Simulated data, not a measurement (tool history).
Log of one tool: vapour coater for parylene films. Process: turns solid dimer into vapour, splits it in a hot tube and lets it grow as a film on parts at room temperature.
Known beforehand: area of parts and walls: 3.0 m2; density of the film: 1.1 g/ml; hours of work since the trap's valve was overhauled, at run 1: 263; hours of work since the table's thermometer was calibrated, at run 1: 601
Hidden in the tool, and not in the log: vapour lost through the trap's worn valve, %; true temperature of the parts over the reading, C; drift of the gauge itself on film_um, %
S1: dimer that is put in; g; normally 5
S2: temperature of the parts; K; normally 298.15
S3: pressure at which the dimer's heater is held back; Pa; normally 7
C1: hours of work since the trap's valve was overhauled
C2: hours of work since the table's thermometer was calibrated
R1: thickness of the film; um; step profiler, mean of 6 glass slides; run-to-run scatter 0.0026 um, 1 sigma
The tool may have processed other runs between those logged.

run,hour,S1,S2,S3,C1,C2,R1
1,0,5,298.15,7,263,601,0.778
2,20.1,5,298.15,7,278,617,0.774
3,37.2,5,298.15,11.24,291,630,0.712
4,63.4,5,298.15,11.24,311,649,0.716
5,95.8,5,298.15,7,335,674,0.768
6,117.2,5,298.15,7,352,690,0.772
7,134.4,2,298.15,7,365,703,0.306
8,154.7,2,298.15,7,380,719,0.303
9,173.1,5,295.15,7,394,733,0.81
10,192.7,5,295.15,7,409,747,0.808
11,207.1,5,298.15,7,420,758,0.759
12,222.3,5,298.15,5.52,431,770,0.798
13,237.9,5,291.15,10.44,443,782,0.808
14,254.9,5,291.15,10.44,456,795,0.809
15,270.6,5,291.15,10.44,468,807,0.811
16,297.3,5,291.15,10.44,488,827,0.806
# hour 319.6: trap's valve overhauled
17,327,4,308.15,10.44,6,846,0.49
18,350.9,2,296.15,3.41,24,864,0.377
19,382.1,6,298.15,3.92,47,888,1.046
20,411.3,6,298.15,3.92,69,910,1.041
21,442.4,6,298.15,3.92,93,934,1.039
22,456.9,6,298.15,3.92,104,945,1.036
23,486.7,9,302.15,3.92,127,967,1.438
24,504.6,3,290.15,7.75,140,981,0.536

A few steps of R1 between consecutive runs. Split each: what settings, incoming material and random variation would produce without the hidden state, and what is left over for the hidden state, along with gauge scatter present in only one of the two compared results (measured, and without hidden state):
Run 16 -> 17: S1 5 -> 4, S2 291.15 -> 308.15, trap's valve overhauled. R1 -0.316 um: hidden state +0.046, all else -0.362.
Run 18 -> 19: S1 2 -> 6, S2 296.15 -> 298.15, S3 3.41 -> 3.92. R1 +0.669 um: hidden state -0.018, all else +0.687.
Run 23 -> 24: S1 9 -> 3, S2 302.15 -> 290.15, S3 3.92 -> 7.75. R1 -0.902 um: hidden state +0.031, all else -0.933.

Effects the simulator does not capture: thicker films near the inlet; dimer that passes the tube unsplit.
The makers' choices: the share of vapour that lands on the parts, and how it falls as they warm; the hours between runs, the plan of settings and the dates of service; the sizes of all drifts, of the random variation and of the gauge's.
